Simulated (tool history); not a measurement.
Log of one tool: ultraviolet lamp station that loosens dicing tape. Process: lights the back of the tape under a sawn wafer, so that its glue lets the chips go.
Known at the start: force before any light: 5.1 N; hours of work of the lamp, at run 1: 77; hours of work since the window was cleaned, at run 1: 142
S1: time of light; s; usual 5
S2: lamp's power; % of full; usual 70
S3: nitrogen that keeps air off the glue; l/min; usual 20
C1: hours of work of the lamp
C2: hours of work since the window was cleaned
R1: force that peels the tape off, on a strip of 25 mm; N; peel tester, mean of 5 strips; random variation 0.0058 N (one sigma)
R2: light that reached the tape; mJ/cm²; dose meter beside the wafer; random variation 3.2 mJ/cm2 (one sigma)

run 1 day=0 | S1=5 S2=70 S3=20 | C1=77 C2=142 | R1=0.157 R2=491
run 2 day=1.812 | S1=5 S2=70 S3=20 | C1=100 C2=165 | R1=0.16 R2=481
run 3 day=4.908 | S1=5 S2=70 S3=14 | C1=139 C2=205 | R1=0.24 R2=476
run 4 day=8.588 | S1=5 S2=70 S3=14 | C1=186 C2=252 | R1=0.239 R2=468
run 5 day=11.971 | S1=5 S2=70 S3=14 | C1=229 C2=295 | R1=0.263 R2=465
run 6 day=14.975 | S1=6 S2=70 S3=14 | C1=267 C2=333 | R1=0.163 R2=537
run 7 day=18.362 | S1=5 S2=99 S3=20 | C1=311 C2=376 | R1=0.105 R2=633
run 8 day=21.638 | S1=5 S2=99 S3=20 | C1=352 C2=418 | R1=0.094 R2=629
run 9 day=24.142 | S1=5 S2=99 S3=20 | C1=384 C2=450 | R1=0.096 R2=622
run 10 day=26.012 | S1=5 S2=99 S3=20 | C1=408 C2=473 | R1=0.094 R2=612
run 11 day=28.725 | S1=5 S2=62 S3=20 | C1=442 C2=508 | R1=0.294 R2=382
run 12 day=30.908 | S1=5 S2=93 S3=20 | C1=470 C2=536 | R1=0.11 R2=564
-- day=32.771 window cleaned of glue's vapour
run 13 day=33.758 | S1=5 S2=93 S3=20 | C1=506 C2=13 | R1=0.112 R2=573
run 14 day=37.404 | S1=5 S2=70 S3=31 | C1=553 C2=59 | R1=0.151 R2=426
run 15 day=41.154 | S1=6 S2=70 S3=20 | C1=600 C2=107 | R1=0.141 R2=501
run 16 day=44.162 | S1=6 S2=70 S3=20 | C1=639 C2=145 | R1=0.147 R2=495
run 17 day=47.771 | S1=5 S2=70 S3=20 | C1=684 C2=191 | R1=0.242 R2=410
run 18 day=49.904 | S1=5 S2=70 S3=20 | C1=712 C2=218 | R1=0.26 R2=403
run 19 day=52.038 | S1=7 S2=83 S3=9 | C1=739 C2=245 | R1=0.16 R2=657
run 20 day=55.746 | S1=2 S2=83 S3=9 | C1=786 C2=292 | R1=1.808 R2=186
run 21 day=59.625 | S1=4 S2=94 S3=16 | C1=835 C2=342 | R1=0.296 R2=420
run 22 day=63.038 | S1=5 S2=70 S3=8 | C1=879 C2=385 | R1=0.702 R2=373
run 23 day=65.871 | S1=5 S2=70 S3=8 | C1=915 C2=421 | R1=0.688 R2=373
run 24 day=69.671 | S1=8 S2=91 S3=9 | C1=963 C2=470 | R1=0.128 R2=758
run 25 day=71.896 | S1=5 S2=81 S3=13 | C1=991 C2=498 | R1=0.355 R2=418
run 26 day=74.192 | S1=5 S2=81 S3=13 | C1=1021 C2=527 | R1=0.363 R2=413
run 27 day=75.854 | S1=8 S2=86 S3=8 | C1=1042 C2=548 | R1=0.172 R2=693
-- day=76.983 window cleaned of glue's vapour
run 28 day=77.696 | S1=3 S2=75 S3=7 | C1=1065 C2=9 | R1=1.513 R2=237
run 29 day=80.8 | S1=3 S2=75 S3=7 | C1=1104 C2=49 | R1=1.526 R2=233
run 30 day=84.433 | S1=5 S2=94 S3=20 | C1=1151 C2=95 | R1=0.175 R2=482
run 31 day=86.996 | S1=2 S2=82 S3=11 | C1=1183 C2=127 | R1=1.803 R2=164
run 32 day=90.479 | S1=5 S2=65 S3=9 | C1=1228 C2=172 | R1=0.831 R2=314
run 33 day=92.458 | S1=3 S2=91 S3=9 | C1=1253 C2=197 | R1=1.153 R2=266
run 34 day=96.067 | S1=6 S2=70 S3=19 | C1=1299 C2=243 | R1=0.262 R2=400
run 35 day=98.671 | S1=6 S2=70 S3=19 | C1=1332 C2=276 | R1=0.292 R2=396

The same runs without the tool's hidden state, with the same run-to-run variation:
The hidden state here: lamp's light, % of a new lamp's; light that the window lets through, % of a clean one's; drift of the gauge itself on peel_n, %; drift of the gauge itself on dose_mj_cm2, %.
run=1 R1=0.142 R2=512
run=2 R1=0.142 R2=505
run=3 R1=0.206 R2=507
run=4 R1=0.196 R2=507
run=5 R1=0.209 R2=510
run=6 R1=0.126 R2=597
run=7 R1=0.09 R2=715
run=8 R1=0.078 R2=721
run=9 R1=0.078 R2=720
run=10 R1=0.075 R2=715
run=11 R1=0.194 R2=451
run=12 R1=0.079 R2=675
run=13 R1=0.086 R2=669
run=14 R1=0.103 R2=506
run=15 R1=0.094 R2=606
run=16 R1=0.095 R2=606
run=17 R1=0.142 R2=511
run=18 R1=0.148 R2=507
run=19 R1=0.093 R2=837
run=20 R1=1.326 R2=241
run=21 R1=0.149 R2=554
run=22 R1=0.377 R2=502
run=23 R1=0.359 R2=510
run=24 R1=0.079 R2=1056
run=25 R1=0.153 R2=589
run=26 R1=0.155 R2=590
run=27 R1=0.085 R2=998
run=28 R1=0.975 R2=325
run=29 R1=0.966 R2=325
run=30 R1=0.092 R2=685
run=31 R1=1.159 R2=237
run=32 R1=0.382 R2=462
run=33 R1=0.578 R2=395
run=34 R1=0.099 R2=606
run=35 R1=0.108 R2=610

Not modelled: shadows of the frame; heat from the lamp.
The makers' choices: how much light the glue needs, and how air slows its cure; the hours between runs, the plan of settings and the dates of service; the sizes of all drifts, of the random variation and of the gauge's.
